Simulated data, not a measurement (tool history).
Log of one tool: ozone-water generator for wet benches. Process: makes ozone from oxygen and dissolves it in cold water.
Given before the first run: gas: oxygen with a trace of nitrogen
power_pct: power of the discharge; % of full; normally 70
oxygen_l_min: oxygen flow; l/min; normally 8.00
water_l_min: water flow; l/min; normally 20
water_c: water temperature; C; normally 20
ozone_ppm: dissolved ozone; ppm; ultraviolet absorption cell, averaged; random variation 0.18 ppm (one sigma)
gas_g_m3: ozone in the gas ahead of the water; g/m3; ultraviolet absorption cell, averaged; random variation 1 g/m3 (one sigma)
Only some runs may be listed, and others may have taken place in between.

run   hour  power_pct  oxygen_l_min  water_l_min  water_c  ozone_ppm  gas_g_m3
  1    0.0         70          8.00           20       20       23.8     177.4
  2   51.0         42          8.00           20       20       18.7     138.7
  3   88.5         42          8.00           20       20       18.5     138.5
  4  116.8         42          8.00           20       20       18.7     137.3
  5  162.4         42          8.00           20       20       18.6     136.8
  6  210.4         42          8.00           20       20       18.6     136.7
  7  242.4         70          6.94           24       25       20.1     193.9
     251.0  -- contactor cleaned
  8  276.0         70          8.76           20       20       22.9     166.6
  9  316.9         70         12.71           26       20       18.2     134.5
 10  362.4         70         12.71           26       18       18.6     132.3
 11  385.5         90         12.71           28       19       19.8     150.8
     409.4  -- contactor cleaned, once more
 12  432.9         58         12.71           22       19       19.8     121.1

Branching from run 12: 5 alternative next runs. What would each branch give?
  A  466.9         70          4.36           20       20          ?         ?
  B  466.9         58         12.71           22       12          ?         ?
  C  466.9         47          6.55           20       20          ?         ?
  D  466.9         58          9.98           22       19          ?         ?
  E  466.9         70         11.08           20       19          ?         ?

run  ozone_ppm  gas_g_m3
  A       26.6     257.3
  B       22.9     119.9
  C       21.3     164.5
  D       21.1     140.7
  E       23.8     146.2
Without the tool's unlogged condition, the same runs would have read:
run  ozone_ppm  gas_g_m3
  A       27.5     265.6
  B       23.6     123.4
  C       21.9     168.8
  D       21.7     144.7
  E       24.6     150.9
